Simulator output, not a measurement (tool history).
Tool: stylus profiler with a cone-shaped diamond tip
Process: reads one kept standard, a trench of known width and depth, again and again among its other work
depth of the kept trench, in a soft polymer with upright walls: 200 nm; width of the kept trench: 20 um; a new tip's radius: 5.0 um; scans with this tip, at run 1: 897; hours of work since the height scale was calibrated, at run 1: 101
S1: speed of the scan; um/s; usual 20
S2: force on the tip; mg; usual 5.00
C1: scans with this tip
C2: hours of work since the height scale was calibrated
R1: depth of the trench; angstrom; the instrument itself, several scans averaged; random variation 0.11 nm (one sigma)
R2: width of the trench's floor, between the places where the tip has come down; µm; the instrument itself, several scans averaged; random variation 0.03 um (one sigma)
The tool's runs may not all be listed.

run 1 hour=0.0 | S1=20 S2=5.00 | C1=897 C2=101 | R1=2053.3 R2=17.17
run 2 hour=27.3 | S1=39 S2=5.00 | C1=1070 C2=120 | R1=2053.6 R2=17.12
run 3 hour=43.2 | S1=20 S2=5.00 | C1=1171 C2=131 | R1=2053.4 R2=17.09
run 4 hour=70.6 | S1=20 S2=5.00 | C1=1345 C2=151 | R1=2053.2 R2=17.10
run 5 hour=90.5 | S1=20 S2=14.70 | C1=1471 C2=165 | R1=2107.7 R2=17.19
run 6 hour=111.5 | S1=20 S2=6.54 | C1=1604 C2=180 | R1=2062.5 R2=17.14
run 7 hour=135.2 | S1=20 S2=6.54 | C1=1755 C2=197 | R1=2063.3 R2=17.12
run 8 hour=156.4 | S1=5 S2=5.00 | C1=1889 C2=212 | R1=2051.9 R2=17.25
run 9 hour=191.6 | S1=20 S2=5.00 | C1=2112 C2=237 | R1=2051.8 R2=17.13
run 10 hour=212.5 | S1=20 S2=5.00 | C1=2245 C2=252 | R1=2054.7 R2=17.20
run 11 hour=241.5 | S1=20 S2=2.07 | C1=2429 C2=272 | R1=2029.2 R2=17.12
run 12 hour=269.6 | S1=51 S2=2.54 | C1=2606 C2=292 | R1=2034.7 R2=17.05
run 13 hour=288.3 | S1=6 S2=7.05 | C1=2725 C2=305 | R1=2065.4 R2=17.19
run 14 hour=306.9 | S1=24 S2=10.25 | C1=2843 C2=319 | R1=2084.6 R2=17.13
run 15 hour=338.7 | S1=24 S2=10.25 | C1=3045 C2=341 | R1=2085.4 R2=17.15
run 16 hour=368.5 | S1=24 S2=10.25 | C1=3234 C2=362 | R1=2088.1 R2=17.18
run 17 hour=394.7 | S1=10 S2=1.68 | C1=3400 C2=381 | R1=2026.1 R2=17.16

Forecast each of these 3 alternatives for the next run:
run A hour=429.0 | S1=20 S2=2.84 | C1=3617 C2=405 | R1=? R2=?
run B hour=429.0 | S1=13 S2=3.03 | C1=3617 C2=405 | R1=? R2=?
run C hour=429.0 | S1=14 S2=6.88 | C1=3617 C2=405 | R1=? R2=?

run=A R1=2036.9 R2=17.16
run=B R1=2038.2 R2=17.14
run=C R1=2066.2 R2=17.13
Without the tool's hidden state the same runs would have given:
run=A R1=2037.0 R2=17.16
run=B R1=2038.3 R2=17.15
run=C R1=2066.3 R2=17.13
